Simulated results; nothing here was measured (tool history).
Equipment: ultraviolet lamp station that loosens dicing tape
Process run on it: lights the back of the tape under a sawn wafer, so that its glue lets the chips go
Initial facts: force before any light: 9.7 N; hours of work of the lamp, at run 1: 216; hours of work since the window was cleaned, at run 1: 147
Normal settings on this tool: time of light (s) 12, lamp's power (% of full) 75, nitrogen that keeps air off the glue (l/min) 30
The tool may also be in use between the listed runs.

run	hour	time of light (s)	lamp's power (% of full)	nitrogen that keeps air off the glue (l/min)	hours of work of the lamp	hours of work since the window was cleaned	force that peels the tape off (N)	light that reached the tape (mJ/cm²)
1	0	12	75	30	216	147	1.069	197
2	12.8	12	75	30	224	155	1.122	191
3	27	12	75	30	233	164	1.171	193
4	39.3	12	75	30	241	172	1.131	193
5	49	12	75	15	247	178	1.949	189
6	59.7	12	75	15	254	185	2.043	183
7	67.7	12	75	15	259	190	2.037	190
8	80.1	12	75	23	267	198	1.558	187
9	87.1	12	75	30	272	203	1.247	190
10	94.3	12	75	30	277	208	1.249	186
11	102.2	12	75	30	282	213	1.262	180
12	112.3	12	75	30	288	219	1.289	183
13	119.8	12	75	57	293	224	0.795	181
14	132.9	12	75	57	302	233	0.788	183
15	144.5	12	75	57	309	240	0.798	181
16	155.8	12	90	30	317	247	0.903	217
17	162.5	12	90	30	321	252	0.933	217
18	175.5	12	71	30	329	260	1.537	167
19	188.2	12	75	35	338	268	1.261	181
20	198	12	75	35	344	275	1.273	173
21	204.8	12	75	35	348	279	1.231	175
22	218.8	20	67	49	357	288	0.377	261
23	230.9	12	88	30	365	296	1.043	197
24	244.3	12	80	30	374	305	1.273	180
# hour 249.4: window cleaned of glue's vapour
25	251.2	12	80	30	378	1	0.869	218
26	257.3	7	76	59	382	5	1.786	119
27	264.9	15	76	59	387	10	0.327	256
28	273.9	11	76	23	393	16	1.519	186
29	286.3	11	76	23	401	24	1.518	186
30	296.3	12	65	30	407	30	1.382	174
31	304	20	68	9	412	35	1.319	302
32	315.5	20	68	9	420	43	1.361	295
33	327.2	20	80	9	427	50	0.97	353
34	334.3	7	65	10	432	55	4.839	100

Hidden state at the last listed run before each entry between runs and at the first one after, where it differs:
Runs 24 to 25: window cleaned of glue's vapour (hour 249.4)
  light that the window lets through, % of a clean one's: 82.7 -> 99.1
  the result without the hidden state subtracted from the measured one, force that peels the tape off (N): +0.573 -> +0.175; light that reached the tape (mJ/cm²): -58 -> -23

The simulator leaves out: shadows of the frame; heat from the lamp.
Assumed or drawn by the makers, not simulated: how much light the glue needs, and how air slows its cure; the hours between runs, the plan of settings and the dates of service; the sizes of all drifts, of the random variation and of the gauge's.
